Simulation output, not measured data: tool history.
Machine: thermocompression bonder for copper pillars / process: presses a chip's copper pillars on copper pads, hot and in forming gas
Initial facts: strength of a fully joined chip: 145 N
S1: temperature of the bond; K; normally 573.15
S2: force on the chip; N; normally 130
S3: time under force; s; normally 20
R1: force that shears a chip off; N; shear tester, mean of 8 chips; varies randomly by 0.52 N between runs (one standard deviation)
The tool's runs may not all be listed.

{"run": 1, "hour": 0.0, "S1": 573.15, "S2": 130, "S3": 20, "R1": 100.6}
{"run": 2, "hour": 79.4, "S1": 573.15, "S2": 130, "S3": 20, "R1": 99.3}
{"run": 3, "hour": 134.9, "S1": 573.15, "S2": 130, "S3": 20, "R1": 98.5}
{"run": 4, "hour": 197.4, "S1": 573.15, "S2": 130, "S3": 20, "R1": 98.0}
{"run": 5, "hour": 279.1, "S1": 573.15, "S2": 130, "S3": 20, "R1": 96.6}
{"run": 6, "hour": 354.8, "S1": 573.15, "S2": 130, "S3": 20, "R1": 95.5}
{"run": 7, "hour": 425.2, "S1": 573.15, "S2": 100, "S3": 20, "R1": 76.2}
{"hour": 460.0, "done": "forming gas filter changed"}
{"run": 8, "hour": 505.2, "S1": 573.15, "S2": 100, "S3": 20, "R1": 79.9}
{"hour": 526.3, "done": "force cell calibrated"}
{"run": 9, "hour": 552.0, "S1": 573.15, "S2": 100, "S3": 20, "R1": 83.9}
{"run": 10, "hour": 611.1, "S1": 573.15, "S2": 130, "S3": 20, "R1": 102.4}
{"run": 11, "hour": 666.4, "S1": 573.15, "S2": 130, "S3": 20, "R1": 101.0}
{"run": 12, "hour": 719.8, "S1": 573.15, "S2": 130, "S3": 20, "R1": 101.4}
{"run": 13, "hour": 756.2, "S1": 573.15, "S2": 130, "S3": 20, "R1": 100.9}
{"run": 14, "hour": 828.0, "S1": 547.15, "S2": 193, "S3": 20, "R1": 108.2}
{"run": 15, "hour": 895.1, "S1": 547.15, "S2": 193, "S3": 25, "R1": 112.4}
{"hour": 904.8, "done": "force cell calibrated, once more"}
{"run": 16, "hour": 954.8, "S1": 547.15, "S2": 193, "S3": 25, "R1": 101.0}
{"hour": 972.8, "done": "forming gas filter changed"}
{"run": 17, "hour": 1009.5, "S1": 567.15, "S2": 193, "S3": 41, "R1": 128.8}
{"run": 18, "hour": 1055.1, "S1": 565.15, "S2": 108, "S3": 34, "R1": 84.9}
{"hour": 1105.8, "done": "heater calibrated with a thermocouple chip"}
{"run": 19, "hour": 1141.0, "S1": 573.15, "S2": 141, "S3": 18, "R1": 96.4}
{"run": 20, "hour": 1194.3, "S1": 573.15, "S2": 141, "S3": 18, "R1": 96.4}
{"run": 21, "hour": 1266.4, "S1": 575.15, "S2": 141, "S3": 18, "R1": 97.4}
{"run": 22, "hour": 1329.0, "S1": 545.15, "S2": 144, "S3": 10, "R1": 62.7}

What if the next run were any one of these 3? Each begins from the tool's condition after run 22:
{"run": "A", "hour": 1401.1, "S1": 599.15, "S2": 144, "S3": 10, "R1": "?"}
{"run": "B", "hour": 1401.1, "S1": 549.15, "S2": 124, "S3": 20, "R1": "?"}
{"run": "C", "hour": 1401.1, "S1": 573.15, "S2": 130, "S3": 11, "R1": "?"}

run=A R1=98.7
run=B R1=71.9
run=C R1=76.2
With no hidden state in the tool, these same runs would have given:
run=A R1=103.5
run=B R1=75.6
run=C R1=80.0

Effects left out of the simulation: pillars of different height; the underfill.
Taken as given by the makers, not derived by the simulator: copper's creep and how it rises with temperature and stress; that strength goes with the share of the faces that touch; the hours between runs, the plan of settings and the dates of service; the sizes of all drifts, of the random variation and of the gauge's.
